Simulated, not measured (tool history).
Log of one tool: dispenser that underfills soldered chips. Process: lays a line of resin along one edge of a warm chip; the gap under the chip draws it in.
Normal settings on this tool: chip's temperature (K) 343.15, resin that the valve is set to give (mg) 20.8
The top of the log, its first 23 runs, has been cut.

run   hour  chip's temperature (K)  resin that the valve is set to give (mg)  time until the resin shows at the far edge (s)  resin that the valve gave (mg)
     263.8  -- new syringe of resin
 24  266.6                  330.15                                      20.2                                           839.7                           19.31
     278.7  -- new syringe of resin
 25    281                  330.15                                      20.2                                           828.2                           19.18
     288.8  -- dispensing valve cleaned and set on the balance
 26  290.1                  331.15                                      20.2                                          1032.1                           20.25
     294.7  -- new syringe of resin
 27  303.4                  331.15                                      20.2                                           961.7                           19.97
     309.7  -- new syringe of resin
 28  310.6                  331.15                                      20.2                                           740.1                           19.92
     324.2  -- new syringe of resin
 29  325.6                  331.15                                      18.1                                           761.6                           17.62
 30  335.1                  331.15                                      18.1                                          1060.3                           17.55
     338.7  -- new syringe of resin
 31    342                  355.15                                      17.8                                           229.5                           17.19
     353.5  -- new syringe of resin
 32  356.7                  339.15                                      21.2                                             524                           20.07
     364.1  -- dispensing valve cleaned and set on the balance
     369.3  -- new syringe of resin
 33  372.2                  341.15                                      23.9                                           445.9                           23.86

Consider 4 possible next runs. They are alternatives, not a sequence: every one starts from the tool as it was left by run 33. What does each give?
     383.7  -- new syringe of resin
  A  385.2                  330.15                                      19.8                                               ?                               ?
     383.7  -- new syringe of resin
  B  385.2                  338.15                                      22.2                                               ?                               ?
     383.7  -- new syringe of resin
  C  385.2                  341.15                                      26.3                                               ?                               ?
     383.7  -- new syringe of resin
  D  385.2                  350.15                                      24.6                                               ?                               ?

run  time until the resin shows at the far edge (s)  resin that the valve gave (mg)
  A                                           814.9                           19.27
  B                                           520.1                           21.79
  C                                           425.4                           25.92
  D                                           269.5                           24.08
Take away the tool's hidden state, keep each run's random variation, and the runs would have read:
run  time until the resin shows at the far edge (s)  resin that the valve gave (mg)
  A                                           695.5                           19.58
  B                                           446.4                           22.14
  C                                           366.2                           26.33
  D                                             233                           24.47
